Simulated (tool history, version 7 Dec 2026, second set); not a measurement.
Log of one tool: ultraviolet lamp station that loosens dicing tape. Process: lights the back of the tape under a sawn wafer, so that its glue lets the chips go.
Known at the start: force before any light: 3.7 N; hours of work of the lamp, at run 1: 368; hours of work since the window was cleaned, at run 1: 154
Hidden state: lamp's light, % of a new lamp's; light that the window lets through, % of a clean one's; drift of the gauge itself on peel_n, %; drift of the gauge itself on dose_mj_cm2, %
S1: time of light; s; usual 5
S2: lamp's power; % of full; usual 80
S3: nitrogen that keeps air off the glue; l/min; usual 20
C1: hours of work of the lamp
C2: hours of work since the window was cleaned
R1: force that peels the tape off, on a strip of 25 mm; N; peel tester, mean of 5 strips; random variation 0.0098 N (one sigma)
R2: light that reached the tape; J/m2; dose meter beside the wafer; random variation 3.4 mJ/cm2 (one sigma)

run     day  S1  S2  S3   C1   C2     R1     R2
  1   0.000   5  80  20  368  154  0.505   4870
  2   0.604   5  80  20  375  160  0.512   4870
  3   1.588   5  80  20  386  171  0.511   4870
  4   2.633   5  80  20  397  183  0.524   4850
  5   3.679   5  80  20  409  194  0.517   4790
  6   4.217   5  80  20  415  200  0.514   4820
  7   4.712   5  80  20  420  206  0.519   4790
  8   5.667   5  80  20  431  216  0.526   4810
  9   6.362   5  80  20  438  224  0.565   4820
 10   7.167   5  80  20  447  232  0.559   4720
 11   7.854   5  80  20  455  240  0.550   4680
 12   8.646   5  80  20  463  249  0.535   4710
 13   9.725   5  80  20  475  261  0.550   4700
 14  10.783   5  80  20  487  272  0.571   4700
 15  11.288   5  80  34  492  278  0.475   4690
 16  11.750   5  80   9  497  283  0.688   4670
 17  12.271   5  80  20  503  289  0.549   4580
 18  12.879   5  80  20  510  295  0.579   4670
     12.958  -- window cleaned of glue's vapour
 19  13.388   5  80  20  515    5  0.571   4590
 20  14.288   5  80  20  525   15  0.573   4660
     14.933  -- window cleaned of glue's vapour, once more
 21  15.400  10  89  20  537    5  0.109  10540
 22  15.888  10  75  14  542   10  0.185   8850
 23  16.983   5  80  20  554   22  0.562   4660
 24  17.450  10  65   8  560   28  0.324   7500
 25  18.504  10  65   8  571   39  0.314   7620
 26  19.138  10  68   8  578   46  0.291   7910
 27  19.858  10  68   8  586   54  0.284   7820
 28  20.400  10  88   8  592   60  0.168  10140
 29  21.029  10  88   8  599   67  0.164  10160
 30  21.946   5  80   8  609   77  0.769   4570
 31  22.812   4  89   8  619   87  0.902   4080
 32  23.908   3  80   8  631   99  1.405   2750
 33  24.704   3  80   8  639  107  1.424   2740
 34  25.708   3  80   8  650  118  1.479   2760
 35  26.558   3  80   8  660  128  1.442   2710
 36  27.075   3  79   8  665  133  1.482   2650
 37  27.967   3  79   8  675  143  1.486   2640
 38  28.450   3  79  26  680  148  1.192   2660
 39  28.912   4  77  20  686  154  0.885   3400
 40  29.912   4  77  20  696  164  0.895   3440

The same runs without the tool's hidden state, with the same run-to-run variation:
run     R1     R2
  1  0.410   5440
  2  0.416   5450
  3  0.411   5470
  4  0.418   5470
  5  0.412   5430
  6  0.406   5470
  7  0.408   5450
  8  0.414   5480
  9  0.442   5500
 10  0.436   5410
 11  0.425   5390
 12  0.412   5430
 13  0.418   5440
 14  0.435   5470
 15  0.353   5470
 16  0.533   5450
 17  0.413   5360
 18  0.432   5480
 19  0.422   5410
 20  0.420   5510
 21  0.089  12190
 22  0.142  10250
 23  0.426   5420
 24  0.238   8750
 25  0.227   8910
 26  0.208   9280
 27  0.201   9190
 28  0.124  11950
 29  0.120  12010
 30  0.586   5420
 31  0.699   4850
 32  1.172   3280
 33  1.186   3280
 34  1.227   3310
 35  1.191   3280
 36  1.226   3210
 37  1.224   3210
 38  0.939   3230
 39  0.660   4150
 40  0.664   4200

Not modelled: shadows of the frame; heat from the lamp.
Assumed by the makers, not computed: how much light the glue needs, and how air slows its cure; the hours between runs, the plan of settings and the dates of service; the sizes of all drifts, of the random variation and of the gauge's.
